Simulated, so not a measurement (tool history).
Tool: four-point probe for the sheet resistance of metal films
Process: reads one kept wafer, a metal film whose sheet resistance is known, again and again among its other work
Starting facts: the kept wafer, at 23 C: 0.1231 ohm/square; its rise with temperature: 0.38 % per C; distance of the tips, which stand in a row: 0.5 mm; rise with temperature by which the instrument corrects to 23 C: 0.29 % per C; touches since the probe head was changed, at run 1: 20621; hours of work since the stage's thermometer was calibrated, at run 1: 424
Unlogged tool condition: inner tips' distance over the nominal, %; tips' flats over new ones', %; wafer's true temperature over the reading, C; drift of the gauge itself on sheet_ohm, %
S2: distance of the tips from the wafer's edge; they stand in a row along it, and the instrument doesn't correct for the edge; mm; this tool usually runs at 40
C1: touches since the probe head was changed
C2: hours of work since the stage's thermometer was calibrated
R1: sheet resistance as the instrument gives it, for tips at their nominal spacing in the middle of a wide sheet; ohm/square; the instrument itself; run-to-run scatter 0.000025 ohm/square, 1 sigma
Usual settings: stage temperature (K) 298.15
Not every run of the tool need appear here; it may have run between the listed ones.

run 1 hour=0.0 | stage_temperature_(K)=298.15 S2=40 | C1=20621 C2=424 | R1=0.123547
run 2 hour=31.5 | stage_temperature_(K)=298.15 S2=40 | C1=21345 C2=449 | R1=0.123533
run 3 hour=81.4 | stage_temperature_(K)=298.15 S2=40 | C1=22488 C2=487 | R1=0.123524
run 4 hour=120.4 | stage_temperature_(K)=298.15 S2=40 | C1=23384 C2=518 | R1=0.123437
run 5 hour=162.8 | stage_temperature_(K)=298.15 S2=40 | C1=24356 C2=550 | R1=0.123528
run 6 hour=197.5 | stage_temperature_(K)=298.15 S2=40 | C1=25153 C2=577 | R1=0.123464
run 7 hour=231.8 | stage_temperature_(K)=298.15 S2=7 | C1=25939 C2=604 | R1=0.123799
run 8 hour=271.1 | stage_temperature_(K)=298.15 S2=40 | C1=26842 C2=634 | R1=0.123437
run 9 hour=312.3 | stage_temperature_(K)=298.15 S2=40 | C1=27787 C2=666 | R1=0.123417
run 10 hour=371.2 | stage_temperature_(K)=301.15 S2=40 | C1=29137 C2=711 | R1=0.123780
run 11 hour=423.9 | stage_temperature_(K)=301.15 S2=40 | C1=30345 C2=752 | R1=0.123740
run 12 hour=466.4 | stage_temperature_(K)=301.15 S2=40 | C1=31321 C2=785 | R1=0.123763
run 13 hour=522.9 | stage_temperature_(K)=301.15 S2=40 | C1=32618 C2=829 | R1=0.123679
run 14 hour=577.9 | stage_temperature_(K)=301.15 S2=40 | C1=33880 C2=871 | R1=0.123725
run 15 hour=609.2 | stage_temperature_(K)=296.15 S2=40 | C1=34598 C2=896 | R1=0.123130
run 16 hour=642.4 | stage_temperature_(K)=296.15 S2=40 | C1=35359 C2=921 | R1=0.123088
run 17 hour=686.2 | stage_temperature_(K)=296.15 S2=40 | C1=36365 C2=955 | R1=0.123106
run 18 hour=730.9 | stage_temperature_(K)=298.15 S2=12 | C1=37389 C2=990 | R1=0.123358
run 19 hour=771.6 | stage_temperature_(K)=299.15 S2=20 | C1=38323 C2=1021 | R1=0.123382
run 20 hour=813.0 | stage_temperature_(K)=299.15 S2=20 | C1=39273 C2=1053 | R1=0.123381
run 21 hour=864.6 | stage_temperature_(K)=299.15 S2=20 | C1=40457 C2=1093 | R1=0.123457
run 22 hour=930.7 | stage_temperature_(K)=297.15 S2=40 | C1=41973 C2=1144 | R1=0.123159
run 23 hour=965.9 | stage_temperature_(K)=296.15 S2=65 | C1=42780 C2=1171 | R1=0.122941
run 24 hour=1018.5 | stage_temperature_(K)=299.15 S2=60 | C1=43988 C2=1212 | R1=0.123326
run 25 hour=1079.8 | stage_temperature_(K)=291.15 S2=60 | C1=45394 C2=1260 | R1=0.122315
run 26 hour=1110.7 | stage_temperature_(K)=291.15 S2=60 | C1=46104 C2=1284 | R1=0.122332
run 27 hour=1137.4 | stage_temperature_(K)=302.15 S2=60 | C1=46716 C2=1304 | R1=0.123626
run 28 hour=1173.9 | stage_temperature_(K)=297.15 S2=75 | C1=47552 C2=1332 | R1=0.122991
run 29 hour=1235.3 | stage_temperature_(K)=297.15 S2=18 | C1=48961 C2=1380 | R1=0.123080
run 30 hour=1292.3 | stage_temperature_(K)=297.15 S2=18 | C1=50270 C2=1424 | R1=0.123008
run 31 hour=1332.3 | stage_temperature_(K)=307.15 S2=31 | C1=51188 C2=1455 | R1=0.124083
run 32 hour=1392.3 | stage_temperature_(K)=304.15 S2=16 | C1=52564 C2=1501 | R1=0.123789
run 33 hour=1448.8 | stage_temperature_(K)=304.15 S2=16 | C1=53860 C2=1545 | R1=0.123814
run 34 hour=1497.0 | stage_temperature_(K)=299.15 S2=16 | C1=54966 C2=1582 | R1=0.123181
run 35 hour=1548.6 | stage_temperature_(K)=294.15 S2=3 | C1=56149 C2=1622 | R1=0.124337
run 36 hour=1582.0 | stage_temperature_(K)=294.15 S2=3 | C1=56917 C2=1648 | R1=0.124286

Forecast each of these 3 alternatives for the next run:
run A hour=1623.5 | stage_temperature_(K)=291.15 S2=6 | C1=57869 C2=1680 | R1=?
run B hour=1623.5 | stage_temperature_(K)=296.15 S2=5 | C1=57869 C2=1680 | R1=?
run C hour=1623.5 | stage_temperature_(K)=301.15 S2=41 | C1=57869 C2=1680 | R1=?

run=A R1=0.122592
run=B R1=0.123400
run=C R1=0.123349
Stripped of hidden state, with their random variation kept, the same runs would have yielded:
run=A R1=0.122957
run=B R1=0.123762
run=C R1=0.123705
